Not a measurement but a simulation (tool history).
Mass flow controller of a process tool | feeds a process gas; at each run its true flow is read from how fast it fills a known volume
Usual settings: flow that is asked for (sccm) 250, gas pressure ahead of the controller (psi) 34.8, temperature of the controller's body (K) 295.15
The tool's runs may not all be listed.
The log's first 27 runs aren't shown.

run      day  flow that is asked for (sccm)  gas pressure ahead of the controller (psi)  temperature of the controller's body (K)  true flow (%)
 28  220.625                             58                                        27.0                                    300.15          98.42
     221.250  -- gauge calibrated
 29  230.729                             58                                        24.7                                    300.15          99.69
 30  238.479                            250                                        34.8                                    305.15          99.10
 31  244.396                            304                                        25.8                                    305.15          99.18
 32  249.017                            111                                        25.8                                    305.15          99.02
 33  254.900                            111                                        36.3                                    305.15          98.87
 34  264.004                            111                                        36.3                                    305.15          98.88
 35  271.112                            113                                        27.1                                    305.15          98.96
 36  278.504                            156                                        31.6                                    306.15          98.63
 37  289.038                            156                                        31.6                                    306.15          98.50
     296.562  -- controller exchanged for a calibrated one
 38  297.288                            325                                        25.1                                    306.15          98.87
 39  307.379                             54                                        30.6                                    306.15          98.38
 40  313.146                             81                                        26.4                                    295.15          99.39
 41  319.754                             81                                        26.4                                    295.15          99.57
 42  326.446                            250                                        34.5                                    307.15          98.37
 43  331.725                            393                                        37.9                                    295.15          99.31
 44  341.029                            335                                        32.5                                    306.15          98.29
 45  345.892                            285                                        34.8                                    300.15          98.81
 46  355.392                            272                                        22.3                                    295.15          99.44
 47  363.488                            272                                        22.3                                    295.15          99.27
 48  372.438                            252                                        33.2                                    301.15          98.40

Forecast each of these 3 alternatives for the next run:
  A  377.200                            123                                        36.7                                    295.15              ?
  B  377.200                            446                                        37.7                                    312.15              ?
  C  377.200                            418                                        40.2                                    301.15              ?

run  true flow (%)
  A          98.77
  B          97.54
  C          98.37
Without the tool's hidden state the same runs would have given:
run  true flow (%)
  A          99.72
  B          98.48
  C          99.31

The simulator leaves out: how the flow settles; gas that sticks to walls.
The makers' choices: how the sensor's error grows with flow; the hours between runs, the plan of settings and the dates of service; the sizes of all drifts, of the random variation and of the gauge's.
